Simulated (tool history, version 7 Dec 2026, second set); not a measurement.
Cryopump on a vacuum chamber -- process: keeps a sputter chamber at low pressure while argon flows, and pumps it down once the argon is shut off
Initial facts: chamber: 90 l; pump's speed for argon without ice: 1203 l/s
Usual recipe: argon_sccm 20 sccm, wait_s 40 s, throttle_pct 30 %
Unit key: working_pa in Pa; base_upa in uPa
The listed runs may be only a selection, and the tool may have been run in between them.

{"run": 1, "hour": 0.0, "argon_sccm": 20, "wait_s": 40, "throttle_pct": 30, "working_pa": 0.0968, "base_upa": 2.2}
{"run": 2, "hour": 15.9, "argon_sccm": 20, "wait_s": 40, "throttle_pct": 36, "working_pa": 0.0818, "base_upa": 2.22}
{"run": 3, "hour": 34.0, "argon_sccm": 20, "wait_s": 40, "throttle_pct": 26, "working_pa": 0.1111, "base_upa": 2.19}
{"run": 4, "hour": 49.0, "argon_sccm": 20, "wait_s": 40, "throttle_pct": 26, "working_pa": 0.111, "base_upa": 2.22}
{"run": 5, "hour": 60.8, "argon_sccm": 20, "wait_s": 40, "throttle_pct": 26, "working_pa": 0.1111, "base_upa": 2.21}
{"run": 6, "hour": 81.8, "argon_sccm": 20, "wait_s": 40, "throttle_pct": 30, "working_pa": 0.0971, "base_upa": 2.29}
{"run": 7, "hour": 98.5, "argon_sccm": 20, "wait_s": 40, "throttle_pct": 30, "working_pa": 0.0979, "base_upa": 2.19}
{"run": 8, "hour": 110.6, "argon_sccm": 20, "wait_s": 40, "throttle_pct": 30, "working_pa": 0.0978, "base_upa": 2.24}
{"run": 9, "hour": 119.2, "argon_sccm": 20, "wait_s": 40, "throttle_pct": 30, "working_pa": 0.0972, "base_upa": 2.19}
{"run": 10, "hour": 132.5, "argon_sccm": 30, "wait_s": 40, "throttle_pct": 30, "working_pa": 0.1464, "base_upa": 2.28}
{"run": 11, "hour": 152.1, "argon_sccm": 30, "wait_s": 40, "throttle_pct": 30, "working_pa": 0.1469, "base_upa": 2.23}
{"run": 12, "hour": 169.5, "argon_sccm": 20, "wait_s": 55, "throttle_pct": 30, "working_pa": 0.0991, "base_upa": 1.75}
{"run": 13, "hour": 178.4, "argon_sccm": 20, "wait_s": 55, "throttle_pct": 30, "working_pa": 0.0976, "base_upa": 1.75}
{"run": 14, "hour": 195.0, "argon_sccm": 20, "wait_s": 55, "throttle_pct": 30, "working_pa": 0.097, "base_upa": 1.71}
{"run": 15, "hour": 211.7, "argon_sccm": 20, "wait_s": 55, "throttle_pct": 30, "working_pa": 0.0986, "base_upa": 1.77}
{"run": 16, "hour": 225.5, "argon_sccm": 27, "wait_s": 40, "throttle_pct": 30, "working_pa": 0.1336, "base_upa": 2.3}
{"run": 17, "hour": 235.9, "argon_sccm": 20, "wait_s": 40, "throttle_pct": 30, "working_pa": 0.0978, "base_upa": 2.28}
{"run": 18, "hour": 254.9, "argon_sccm": 20, "wait_s": 40, "throttle_pct": 30, "working_pa": 0.0979, "base_upa": 2.23}
{"run": 19, "hour": 272.2, "argon_sccm": 35, "wait_s": 27, "throttle_pct": 47, "working_pa": 0.1131, "base_upa": 3.12}
{"run": 20, "hour": 289.6, "argon_sccm": 20, "wait_s": 182, "throttle_pct": 30, "working_pa": 0.0982, "base_upa": 0.81}
{"run": 21, "hour": 304.4, "argon_sccm": 23, "wait_s": 137, "throttle_pct": 60, "working_pa": 0.0604, "base_upa": 0.94}
{"run": 22, "hour": 325.5, "argon_sccm": 23, "wait_s": 137, "throttle_pct": 60, "working_pa": 0.0604, "base_upa": 0.92}
{"run": 23, "hour": 336.5, "argon_sccm": 23, "wait_s": 137, "throttle_pct": 60, "working_pa": 0.0595, "base_upa": 0.94}
{"run": 24, "hour": 345.2, "argon_sccm": 39, "wait_s": 87, "throttle_pct": 42, "working_pa": 0.1417, "base_upa": 1.21}
{"hour": 359.3, "done": "pump warmed up, emptied and cooled again"}
{"run": 25, "hour": 369.9, "argon_sccm": 8, "wait_s": 229, "throttle_pct": 42, "working_pa": 0.0271, "base_upa": 0.66}
{"run": 26, "hour": 388.3, "argon_sccm": 20, "wait_s": 40, "throttle_pct": 39, "working_pa": 0.072, "base_upa": 2.26}
{"run": 27, "hour": 402.9, "argon_sccm": 27, "wait_s": 40, "throttle_pct": 39, "working_pa": 0.0984, "base_upa": 2.34}
{"run": 28, "hour": 423.3, "argon_sccm": 15, "wait_s": 70, "throttle_pct": 30, "working_pa": 0.07, "base_upa": 1.38}

What does the tool deliver on the next run?
{"run": 29, "hour": 433.5, "argon_sccm": 15, "wait_s": 46, "throttle_pct": 24, "working_pa": "?", "base_upa": "?"}

{"run 29": {"working_pa": 0.089, "base_upa": 2.04}}
With no hidden state in the tool, this same run would have given working_pa 0.0885 Pa, base_upa 1.96 uPa.
